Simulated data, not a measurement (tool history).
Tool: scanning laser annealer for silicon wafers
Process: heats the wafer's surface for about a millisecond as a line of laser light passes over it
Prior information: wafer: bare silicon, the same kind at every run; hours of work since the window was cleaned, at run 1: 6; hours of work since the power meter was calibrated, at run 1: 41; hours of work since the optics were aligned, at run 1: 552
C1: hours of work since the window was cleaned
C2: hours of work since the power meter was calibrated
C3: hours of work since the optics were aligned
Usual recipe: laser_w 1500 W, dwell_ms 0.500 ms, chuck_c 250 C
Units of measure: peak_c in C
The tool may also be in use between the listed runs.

Run 1, hour 0.0: usual settings; C1 6; C2 41; C3 552. Result: peak_c 1054 C.
Run 2, hour 8.0: usual settings; C1 11; C2 47; C3 557. Result: peak_c 1055 C.
Run 3, hour 15.0: usual settings; C1 16; C2 52; C3 562. Result: peak_c 1052 C.
Run 4, hour 20.0: usual settings but laser_w 1578 W; C1 20; C2 56; C3 566. Result: peak_c 1092 C.
Run 5, hour 26.3: usual settings but laser_w 1578 W, dwell_ms 0.481 ms; C1 24; C2 60; C3 570. Result: peak_c 1076 C.
Run 6, hour 34.7: usual settings; C1 30; C2 66; C3 576. Result: peak_c 1052 C.
Run 7, hour 40.7: usual settings; C1 34; C2 70; C3 581. Result: peak_c 1052 C.
Run 8, hour 49.0: usual settings; C1 40; C2 76; C3 586. Result: peak_c 1049 C.
Run 9, hour 55.3: usual settings; C1 45; C2 81; C3 591. Result: peak_c 1050 C.
Run 10, hour 64.1: usual settings; C1 51; C2 87; C3 597. Result: peak_c 1053 C.
Run 11, hour 70.8: usual settings; C1 56; C2 92; C3 602. Result: peak_c 1051 C.
Run 12, hour 78.6: usual settings; C1 61; C2 97; C3 607. Result: peak_c 1049 C.
Run 13, hour 84.7: usual settings but chuck_c 244 C; C1 66; C2 101; C3 612. Result: peak_c 1044 C.
Run 14, hour 93.7: usual settings but dwell_ms 0.583 ms; C1 72; C2 108; C3 618. Result: peak_c 1107 C.
Run 15, hour 101.9: usual settings; C1 78; C2 114; C3 624. Result: peak_c 1047 C.
Run 16, hour 105.9: usual settings; C1 81; C2 116; C3 627. Result: peak_c 1044 C.
Run 17, hour 113.3: usual settings; C1 86; C2 122; C3 632. Result: peak_c 1043 C.
Run 18, hour 121.4: usual settings; C1 92; C2 127; C3 638. Result: peak_c 1046 C.
Run 19, hour 128.7: usual settings but dwell_ms 0.472 ms; C1 97; C2 133; C3 643. Result: peak_c 1026 C.
Run 20, hour 138.0: usual settings but chuck_c 272 C; C1 103; C2 139; C3 650. Result: peak_c 1067 C.
Run 21, hour 145.0: usual settings but chuck_c 272 C; C1 108; C2 144; C3 654. Result: peak_c 1062 C.
Run 22, hour 153.2: usual settings but chuck_c 272 C; C1 114; C2 150; C3 660. Result: peak_c 1059 C.
Run 23, hour 162.7: usual settings but laser_w 1571 W, dwell_ms 0.561 ms, chuck_c 214 C; C1 121; C2 157; C3 667. Result: peak_c 1084 C.
Run 24, hour 168.8: usual settings but laser_w 1571 W, dwell_ms 0.561 ms, chuck_c 214 C; C1 125; C2 161; C3 671. Result: peak_c 1086 C.
Run 25, hour 173.3: usual settings but laser_w 1571 W, dwell_ms 0.561 ms, chuck_c 214 C; C1 128; C2 164; C3 675. Result: peak_c 1083 C.
Run 26, hour 182.7: usual settings but laser_w 1571 W, dwell_ms 0.561 ms, chuck_c 214 C; C1 135; C2 171; C3 681. Result: peak_c 1080 C.
Run 27, hour 189.5: usual settings but laser_w 1386 W, dwell_ms 0.524 ms, chuck_c 265 C; C1 140; C2 176; C3 686. Result: peak_c 1013 C.
Run 28, hour 195.2: usual settings but laser_w 1405 W, dwell_ms 0.410 ms, chuck_c 247 C; C1 144; C2 180; C3 690. Result: peak_c 925 C.
Run 29, hour 199.8: usual settings but laser_w 1405 W, dwell_ms 0.410 ms, chuck_c 220 C; C1 147; C2 183; C3 693. Result: peak_c 899 C.
Run 30, hour 205.4: usual settings but laser_w 1405 W, dwell_ms 0.520 ms, chuck_c 220 C; C1 151; C2 187; C3 697. Result: peak_c 974 C.
Run 31, hour 213.9: usual settings but laser_w 1405 W, dwell_ms 0.520 ms, chuck_c 220 C; C1 157; C2 193; C3 703. Result: peak_c 970 C.
Run 32, hour 218.8: usual settings but laser_w 1405 W, dwell_ms 0.520 ms, chuck_c 220 C; C1 161; C2 196; C3 707. Result: peak_c 972 C.
Run 33, hour 227.4: usual settings but laser_w 1405 W, dwell_ms 0.520 ms, chuck_c 220 C; C1 167; C2 203; C3 713. Result: peak_c 973 C.
Run 34, hour 232.3: usual settings but laser_w 1440 W; C1 170; C2 206; C3 716. Result: peak_c 1006 C.
Run 35, hour 238.8: usual settings but laser_w 1567 W, dwell_ms 0.593 ms, chuck_c 240 C; C1 175; C2 211; C3 721. Result: peak_c 1121 C.
Run 36, hour 248.2: usual settings but laser_w 1497 W, dwell_ms 0.386 ms; C1 181; C2 217; C3 728. Result: peak_c 944 C.
Run 37, hour 257.1: usual settings but laser_w 1497 W, dwell_ms 0.386 ms; C1 188; C2 224; C3 734. Result: peak_c 944 C.
Run 38, hour 266.1: usual settings but laser_w 1497 W, dwell_ms 0.386 ms; C1 194; C2 230; C3 740. Result: peak_c 944 C.
Run 39, hour 271.7: usual settings but laser_w 1514 W, dwell_ms 0.386 ms, chuck_c 231 C; C1 198; C2 234; C3 744. Result: peak_c 931 C.
Run 40, hour 280.8: usual settings but laser_w 1517 W, chuck_c 231 C; C1 205; C2 240; C3 751. Result: peak_c 1021 C.

Run by run, hidden condition taken away, random variation retained:
Unlogged tool condition in this case: light that passes the window, % of a clean one's; laser's true power over the reading, %; width of the line over the set one, %; drift of the gauge itself on peak_c, C.
run  peak_c
  1    1062
  2    1064
  3    1061
  4    1102
  5    1086
  6    1063
  7    1064
  8    1061
  9    1063
 10    1066
 11    1066
 12    1064
 13    1059
 14    1124
 15    1064
 16    1062
 17    1061
 18    1065
 19    1045
 20    1087
 21    1083
 22    1080
 23    1109
 24    1112
 25    1109
 26    1107
 27    1037
 28     947
 29     922
 30     999
 31     996
 32     999
 33    1001
 34    1034
 35    1155
 36     971
 37     972
 38     973
 39     961
 40    1055
